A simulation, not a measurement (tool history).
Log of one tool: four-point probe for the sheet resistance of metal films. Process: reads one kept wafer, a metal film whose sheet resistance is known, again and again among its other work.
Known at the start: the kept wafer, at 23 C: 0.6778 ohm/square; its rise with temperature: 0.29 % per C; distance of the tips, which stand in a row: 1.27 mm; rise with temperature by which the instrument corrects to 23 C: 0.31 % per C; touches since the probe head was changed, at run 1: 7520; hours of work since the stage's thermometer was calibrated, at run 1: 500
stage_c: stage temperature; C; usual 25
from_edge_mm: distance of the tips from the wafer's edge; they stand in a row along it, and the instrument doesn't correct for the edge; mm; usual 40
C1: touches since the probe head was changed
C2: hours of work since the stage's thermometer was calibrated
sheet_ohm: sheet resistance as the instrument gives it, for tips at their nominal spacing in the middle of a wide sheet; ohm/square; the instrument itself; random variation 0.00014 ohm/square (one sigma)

{"run": 1, "hour": 0.0, "stage_c": 25, "from_edge_mm": 40, "C1": 7520, "C2": 500, "sheet_ohm": 0.678783}
{"run": 2, "hour": 21.1, "stage_c": 18, "from_edge_mm": 40, "C1": 8046, "C2": 513, "sheet_ohm": 0.679839}
{"run": 3, "hour": 41.9, "stage_c": 18, "from_edge_mm": 40, "C1": 8565, "C2": 526, "sheet_ohm": 0.680116}
{"run": 4, "hour": 64.7, "stage_c": 27, "from_edge_mm": 40, "C1": 9133, "C2": 540, "sheet_ohm": 0.678272}
{"run": 5, "hour": 81.6, "stage_c": 25, "from_edge_mm": 6, "C1": 9555, "C2": 550, "sheet_ohm": 0.694484}
{"run": 6, "hour": 101.6, "stage_c": 29, "from_edge_mm": 40, "C1": 10054, "C2": 563, "sheet_ohm": 0.678295}
{"run": 7, "hour": 121.6, "stage_c": 24, "from_edge_mm": 6, "C1": 10552, "C2": 575, "sheet_ohm": 0.694709}

The next listed run, before its measurement:
{"run": 8, "hour": 144.2, "stage_c": 24, "from_edge_mm": 6, "C1": 11116, "C2": 589, "sheet_ohm": "?"}

sheet_ohm: 0.694638 ohm/square
Without the tool's hidden state the same run would have given sheet_ohm 0.693569 ohm/square.

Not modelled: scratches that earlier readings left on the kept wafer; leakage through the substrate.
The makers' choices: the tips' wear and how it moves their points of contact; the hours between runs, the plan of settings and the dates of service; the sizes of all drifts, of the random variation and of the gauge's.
